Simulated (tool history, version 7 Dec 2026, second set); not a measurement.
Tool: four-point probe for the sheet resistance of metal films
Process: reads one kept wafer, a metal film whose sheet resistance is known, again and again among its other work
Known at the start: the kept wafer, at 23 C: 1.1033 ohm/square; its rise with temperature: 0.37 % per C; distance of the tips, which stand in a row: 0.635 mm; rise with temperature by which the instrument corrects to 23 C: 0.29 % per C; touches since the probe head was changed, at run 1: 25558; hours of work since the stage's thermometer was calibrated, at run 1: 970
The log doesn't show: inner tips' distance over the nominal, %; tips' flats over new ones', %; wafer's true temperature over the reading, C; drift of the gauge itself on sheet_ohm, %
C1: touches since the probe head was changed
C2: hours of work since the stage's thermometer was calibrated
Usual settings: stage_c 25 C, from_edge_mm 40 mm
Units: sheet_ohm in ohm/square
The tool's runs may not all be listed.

run 1 hour=0 | stage_c=25 from_edge_mm=40 | C1=25558 C2=970 | sheet_ohm=1.105178
run 2 hour=69.5 | stage_c=25 from_edge_mm=40 | C1=26227 C2=998 | sheet_ohm=1.104576
run 3 hour=124.9 | stage_c=25 from_edge_mm=40 | C1=26760 C2=1020 | sheet_ohm=1.104631
run 4 hour=200.1 | stage_c=25 from_edge_mm=40 | C1=27483 C2=1050 | sheet_ohm=1.104964
run 5 hour=241.4 | stage_c=25 from_edge_mm=40 | C1=27879 C2=1067 | sheet_ohm=1.104887
run 6 hour=283.4 | stage_c=25 from_edge_mm=40 | C1=28283 C2=1084 | sheet_ohm=1.104953
run 7 hour=350.7 | stage_c=25 from_edge_mm=14 | C1=28930 C2=1111 | sheet_ohm=1.10582
run 8 hour=419.8 | stage_c=25 from_edge_mm=40 | C1=29595 C2=1138 | sheet_ohm=1.104849
run 9 hour=474.1 | stage_c=25 from_edge_mm=40 | C1=30117 C2=1160 | sheet_ohm=1.105006
run 10 hour=551.6 | stage_c=25 from_edge_mm=5 | C1=30863 C2=1191 | sheet_ohm=1.11423
run 11 hour=621.2 | stage_c=25 from_edge_mm=5 | C1=31532 C2=1219 | sheet_ohm=1.113703
run 12 hour=675.8 | stage_c=25 from_edge_mm=5 | C1=32057 C2=1241 | sheet_ohm=1.113924
run 13 hour=710.3 | stage_c=24 from_edge_mm=5 | C1=32389 C2=1255 | sheet_ohm=1.113203
run 14 hour=763.5 | stage_c=25 from_edge_mm=40 | C1=32900 C2=1276 | sheet_ohm=1.104815
run 15 hour=806.5 | stage_c=25 from_edge_mm=40 | C1=33313 C2=1294 | sheet_ohm=1.104779
run 16 hour=878.6 | stage_c=18 from_edge_mm=10 | C1=34006 C2=1322 | sheet_ohm=1.100429
run 17 hour=953.8 | stage_c=18 from_edge_mm=10 | C1=34730 C2=1353 | sheet_ohm=1.100541
run 18 hour=1005.3 | stage_c=25 from_edge_mm=42 | C1=35225 C2=1373 | sheet_ohm=1.104209
run 19 hour=1059.5 | stage_c=21 from_edge_mm=7 | C1=35746 C2=1395 | sheet_ohm=1.106018
run 20 hour=1132 | stage_c=22 from_edge_mm=22 | C1=36444 C2=1424 | sheet_ohm=1.102347
run 21 hour=1188 | stage_c=29 from_edge_mm=22 | C1=36981 C2=1447 | sheet_ohm=1.10903
run 22 hour=1256 | stage_c=29 from_edge_mm=22 | C1=37636 C2=1474 | sheet_ohm=1.108596
run 23 hour=1317.6 | stage_c=29 from_edge_mm=22 | C1=38228 C2=1499 | sheet_ohm=1.108752
run 24 hour=1356.8 | stage_c=27 from_edge_mm=6 | C1=38605 C2=1514 | sheet_ohm=1.112603
run 25 hour=1409.7 | stage_c=27 from_edge_mm=6 | C1=39114 C2=1536 | sheet_ohm=1.113001
run 26 hour=1475.8 | stage_c=27 from_edge_mm=6 | C1=39749 C2=1562 | sheet_ohm=1.112784
run 27 hour=1510.4 | stage_c=27 from_edge_mm=6 | C1=40082 C2=1576 | sheet_ohm=1.113237
run 28 hour=1578.7 | stage_c=27 from_edge_mm=6 | C1=40739 C2=1604 | sheet_ohm=1.112863
run 29 hour=1642.6 | stage_c=33 from_edge_mm=13 | C1=41353 C2=1629 | sheet_ohm=1.113515

Some steps in sheet_ohm between neighbouring runs. How much of each would the tool show without its hidden state too (settings, what came in, random variation), and how much is left for the hidden state, with any gauge scatter that isn't in both results?
Run 9 -> 10: from_edge_mm 40 -> 5. sheet_ohm +0.009224 ohm/square: hidden state -0.00002, all else +0.009244.
Run 13 -> 14: stage_c 24 -> 25, from_edge_mm 5 -> 40. sheet_ohm -0.008388 ohm/square: hidden state -0.00001, all else -0.008378.
Run 20 -> 21: stage_c 22 -> 29. sheet_ohm +0.006683 ohm/square: hidden state -0.00003, all else +0.006713.
Run 28 -> 29: stage_c 27 -> 33, from_edge_mm 6 -> 13. sheet_ohm +0.000652 ohm/square: hidden state -0.000027, all else +0.000679.
